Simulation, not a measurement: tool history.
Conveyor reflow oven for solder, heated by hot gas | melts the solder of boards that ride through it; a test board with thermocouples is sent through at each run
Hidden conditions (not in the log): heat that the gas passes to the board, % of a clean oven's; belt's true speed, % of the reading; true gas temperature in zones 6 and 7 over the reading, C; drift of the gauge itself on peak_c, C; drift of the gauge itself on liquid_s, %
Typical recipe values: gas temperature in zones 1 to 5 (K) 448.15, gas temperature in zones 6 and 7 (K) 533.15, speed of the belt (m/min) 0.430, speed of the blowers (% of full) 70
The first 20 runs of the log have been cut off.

run   hour  gas temperature in zones 1 to 5 (K)  gas temperature in zones 6 and 7 (K)  speed of the belt (m/min)  speed of the blowers (% of full)  hours of work since the flux was cleaned out  hours of work since the belt drive was overhauled  hours of work since the thermocouples were changed  highest temperature of the board (K)  time above the solder's melting point (s)
 21  421.8                               461.15                                533.15                      0.418                                68                                           181                                                657                                                 657                                523.54                                      82.95
 22  437.0                               448.15                                523.15                      0.477                                70                                           187                                                663                                                 663                                509.99                                      50.60
 23  451.8                               448.15                                533.15                      0.385                                66                                           194                                                669                                                 669                                523.28                                      82.90
 24  468.0                               443.15                                532.15                      0.422                                66                                           201                                                676                                                 676                                519.50                                      68.01
     486.3  -- flux residue cleaned out of gas plates and filters
 25  488.3                               450.15                                529.15                      0.359                                57                                             1                                                683                                                 683                                520.42                                      87.13
 26  513.5                               436.15                                533.15                      0.429                                70                                            12                                                694                                                 694                                520.46                                      65.76
 27  525.9                               448.15                                542.15                      0.430                                70                                            17                                                699                                                 699                                530.32                                      79.04
 28  553.7                               453.15                                528.15                      0.505                                67                                            29                                                711                                                 711                                513.77                                      53.58
 29  566.6                               448.15                                533.15                      0.350                                70                                            34                                                717                                                 717                                526.71                                      96.61
 30  589.3                               448.15                                533.15                      0.350                                70                                            44                                                726                                                 726                                526.67                                      96.43
 31  605.0                               448.15                                526.15                      0.369                                70                                            51                                                733                                                 733                                519.02                                      83.64

3 ways to go on from here, each from the tool as it stands after run 31. What would each give?
  A  625.6                               456.15                                533.15                      0.430                                59                                            60                                                742                                                 742                                     ?                                          ?
  B  625.6                               448.15                                540.15                      0.430                                70                                            60                                                742                                                 742                                     ?                                          ?
  C  625.6                               448.15                                526.15                      0.442                                50                                            60                                                742                                                 742                                     ?                                          ?

run  highest temperature of the board (K)  time above the solder's melting point (s)
  A                                520.95                                      74.13
  B                                528.36                                      77.54
  C                                510.14                                      53.08
Stripped of hidden state, with their random variation kept, the same runs would have yielded:
run  highest temperature of the board (K)  time above the solder's melting point (s)
  A                                520.47                                      73.28
  B                                527.93                                      76.79
  C                                509.66                                      52.11

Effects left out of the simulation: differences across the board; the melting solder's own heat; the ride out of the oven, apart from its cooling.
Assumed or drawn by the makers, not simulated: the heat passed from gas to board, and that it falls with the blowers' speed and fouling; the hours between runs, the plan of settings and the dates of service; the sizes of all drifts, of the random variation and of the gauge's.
